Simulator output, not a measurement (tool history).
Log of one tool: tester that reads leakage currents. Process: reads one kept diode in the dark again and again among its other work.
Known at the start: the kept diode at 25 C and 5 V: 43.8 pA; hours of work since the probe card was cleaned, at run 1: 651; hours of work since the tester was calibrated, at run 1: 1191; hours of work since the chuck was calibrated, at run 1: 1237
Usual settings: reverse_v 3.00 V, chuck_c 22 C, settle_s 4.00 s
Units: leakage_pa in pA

run	day	reverse_v	chuck_c	settle_s	hours of work since the probe card was cleaned	hours of work since the tester was calibrated	hours of work since the chuck was calibrated	leakage_pa
1	0.000	3.00	22	4.00	651	1191	1237	29.64
2	1.938	1.58	22	4.00	674	1214	1260	22.90
3	4.292	1.58	22	4.00	703	1243	1289	22.83
4	5.525	3.00	22	4.85	718	1258	1304	29.73
5	6.846	3.00	22	4.85	734	1274	1320	30.01
6	8.396	5.35	22	4.85	753	1293	1339	38.44
# day 8.675: tester calibrated
7	9.554	5.35	22	4.85	766	11	1352	38.38
8	10.842	19.25	24	1.27	782	26	1368	80.96
9	12.242	14.95	47	5.41	799	43	1385	482.96
10	13.412	4.91	22	2.41	813	58	1399	37.40
11	14.542	11.18	55	0.75	827	72	1413	798.35

Some steps in leakage_pa between neighbouring runs. How much of each would the tool show without its hidden state too (settings, what came in, random variation), and how much is left for the hidden state, with any gauge scatter that isn't in both results?
The hidden state here: stray current of the dirty probe card, pA a volt; current scale over the true one, %; true chuck temperature over the reading, C; drift of the gauge itself on leakage_pa, %.
Run 10 -> 11: reverse_v 4.91 -> 11.18, chuck_c 22 -> 55, settle_s 2.41 -> 0.75. leakage_pa +760.95 pA: hidden state +47.23, all else +713.72.

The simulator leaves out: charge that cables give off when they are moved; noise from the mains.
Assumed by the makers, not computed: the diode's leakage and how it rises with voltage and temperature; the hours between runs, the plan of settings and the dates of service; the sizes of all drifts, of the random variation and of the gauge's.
